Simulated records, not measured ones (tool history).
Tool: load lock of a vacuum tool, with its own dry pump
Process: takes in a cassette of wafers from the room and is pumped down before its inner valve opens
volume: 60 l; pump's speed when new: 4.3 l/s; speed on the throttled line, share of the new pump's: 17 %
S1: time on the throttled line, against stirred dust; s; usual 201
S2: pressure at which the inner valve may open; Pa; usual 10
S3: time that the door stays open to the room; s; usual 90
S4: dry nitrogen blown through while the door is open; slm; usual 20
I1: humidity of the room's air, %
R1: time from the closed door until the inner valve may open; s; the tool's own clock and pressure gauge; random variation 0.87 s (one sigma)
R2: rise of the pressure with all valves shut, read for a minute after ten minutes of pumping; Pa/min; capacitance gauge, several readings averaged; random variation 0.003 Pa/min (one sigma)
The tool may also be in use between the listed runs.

run	hour	S1	S2	S3	S4	I1	R1	R2
1	0.0	201	10	90	20	45.8	295.8	0.025
2	489.3	201	10	90	20	44.0	296.8	0.023
3	738.9	201	10	90	20	43.0	296.3	0.017
4	1234.4	201	10	90	20	44.8	296.4	0.020
5	1550.5	201	10	90	20	46.5	294.6	0.028
6	1800.5	201	8	90	20	45.1	297.8	0.028
7	2374.7	201	8	90	20	44.1	299.6	0.024
8	2775.7	201	10	27	20	41.2	296.5	0.018
9	3325.3	201	10	27	20	44.2	295.4	0.020
10	3565.1	201	10	81	20	41.4	294.7	0.024
11	3962.4	201	10	81	20	44.3	296.1	0.023
12	4329.5	201	13	35	20	41.7	291.2	0.018
13	4651.3	201	14	90	29	44.4	291.3	0.023
14	5113.5	201	14	90	29	47.2	291.3	0.020
15	5630.7	205	20	90	6	48.0	289.4	0.045
16	6159.7	140	11	63	10	43.3	242.7	0.026
17	6675.5	104	11	90	20	47.9	214.7	0.023
18	6991.3	206	9	90	4	48.3	301.3	0.042
19	7553.3	121	17	56	16	44.3	220.8	0.017
20	8038.8	121	17	56	16	43.0	221.9	0.021
21	8308.8	121	7	227	16	46.0	234.1	0.038

5 ways to go on from here, each from the tool as it stands after run 21. What would each give?
A	8685.7	196	7	105	23	43.6	?	?
B	8685.7	205	9	90	20	47.2	?	?
C	8685.7	104	10	90	20	48.3	?	?
D	8685.7	121	9	227	30	46.3	?	?
E	8685.7	121	12	227	4	47.4	?	?

run	R1	R2
A	294.4	0.024
B	301.2	0.025
C	215.2	0.029
D	230.9	0.022
E	226.3	0.057
Without the tool's hidden state the same runs would have given:
run	R1	R2
A	294.4	0.023
B	301.2	0.024
C	215.1	0.027
D	230.8	0.021
E	226.2	0.055
